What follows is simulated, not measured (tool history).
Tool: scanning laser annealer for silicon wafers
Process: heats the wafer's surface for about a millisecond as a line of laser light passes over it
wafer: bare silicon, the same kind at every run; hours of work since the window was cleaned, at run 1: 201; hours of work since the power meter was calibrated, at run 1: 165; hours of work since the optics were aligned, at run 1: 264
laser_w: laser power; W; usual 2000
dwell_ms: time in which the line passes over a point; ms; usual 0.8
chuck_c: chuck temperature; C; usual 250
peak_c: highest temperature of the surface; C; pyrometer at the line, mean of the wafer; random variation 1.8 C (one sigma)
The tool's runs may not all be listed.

run   hour  laser_w  dwell_ms  chuck_c  hours of work since the window was cleaned  hours of work since the power meter was calibrated  hours of work since the optics were aligned  peak_c
  1      0     2000       0.8      250                                         201                                                 165                                          264    1023
  2    4.7     2000       0.8      250                                         203                                                 167                                          266    1026
  3   13.6     2000       0.8      250                                         207                                                 171                                          270    1025
  4   19.2     2000       0.8      250                                         209                                                 174                                          273    1021
  5   29.2     2000       0.8      261                                         214                                                 178                                          277    1035
  6   36.3     2081       0.8      250                                         217                                                 181                                          280    1056
  7   43.2     2081       0.8      250                                         220                                                 184                                          283    1056
  8   49.9     2000       0.8      250                                         223                                                 187                                          286    1024
  9   57.6     2000       0.8      250                                         226                                                 191                                          290    1021
 10   67.6     2000       0.8      250                                         231                                                 195                                          294    1023
 11   76.3     2000       0.8      250                                         234                                                 199                                          298    1022
 12   81.2     2000       0.8      250                                         236                                                 201                                          300    1020
 13   87.4     2000       0.8      250                                         239                                                 204                                          303    1021
 14     93     2000       0.8      250                                         242                                                 206                                          305    1021
 15  101.7     2000       0.8      250                                         246                                                 210                                          309    1020
 16  109.1     2000       0.8      250                                         249                                                 213                                          312    1019
 17  116.3     1798       0.8      250                                         252                                                 217                                          315     941
 18  125.7     2000     0.973      250                                         256                                                 221                                          319    1107
 19  134.7     2000     0.971      250                                         260                                                 225                                          323    1103
 20  141.8     2000     0.971      213                                         263                                                 228                                          327    1065
 21  148.2     2000     0.971      213                                         266                                                 231                                          329    1068
 22    155     2000     0.958      213                                         269                                                 234                                          332    1062
 23  161.3     2000       0.8      270                                         272                                                 236                                          335    1041
 24    167     2000       0.8      270                                         274                                                 239                                          338    1041
 25  176.4     1848     0.595      220                                         278                                                 243                                          342     824
 26    185     1974     0.852      215                                         282                                                 247                                          346     999
 27  194.1     1974     0.653      240                                         286                                                 251                                          350     922
 28    203     1974     0.653      240                                         290                                                 255                                          353     923
 29  207.3     1974     0.653      240                                         292                                                 257                                          355     921
 30  214.7     2042     0.653      240                                         295                                                 260                                          359     942
 31  219.7     2000       0.8      276                                         297                                                 262                                          361    1042
 32  226.2     1987       0.8      259                                         300                                                 265                                          364    1025
 33  230.6     1965       0.8      224                                         302                                                 267                                          366     979
 34  234.7     1965       0.8      224                                         304                                                 269                                          367     978
 35    239     1738     0.901      284                                         306                                                 270                                          369     992
 36  244.9     1775     0.901      266                                         308                                                 273                                          372     989
 37  251.9     1775     0.901      266                                         312                                                 276                                          375     985
 38  259.5     1775     0.729      269                                         315                                                 279                                          378     919
 39  265.6     1775     0.729      269                                         318                                                 282                                          381     914
 40  270.9     2100     0.572      250                                         320                                                 284                                          383     926
 41  280.5     2100     0.572      250                                         324                                                 289                                          388     926

The same runs without the tool's hidden state, with the same run-to-run variation:
The hidden state here: light that passes the window, % of a clean one's; laser's true power over the reading, %; width of the line over the set one, %; drift of the gauge itself on peak_c, C.
run  peak_c
  1    1038
  2    1040
  3    1040
  4    1036
  5    1051
  6    1072
  7    1072
  8    1040
  9    1036
 10    1039
 11    1038
 12    1037
 13    1038
 14    1038
 15    1037
 16    1037
 17     956
 18    1126
 19    1123
 20    1085
 21    1088
 22    1082
 23    1059
 24    1060
 25     839
 26    1019
 27     939
 28     940
 29     938
 30     960
 31    1062
 32    1044
 33     998
 34     998
 35    1011
 36    1008
 37    1004
 38     936
 39     932
 40     944
 41     944
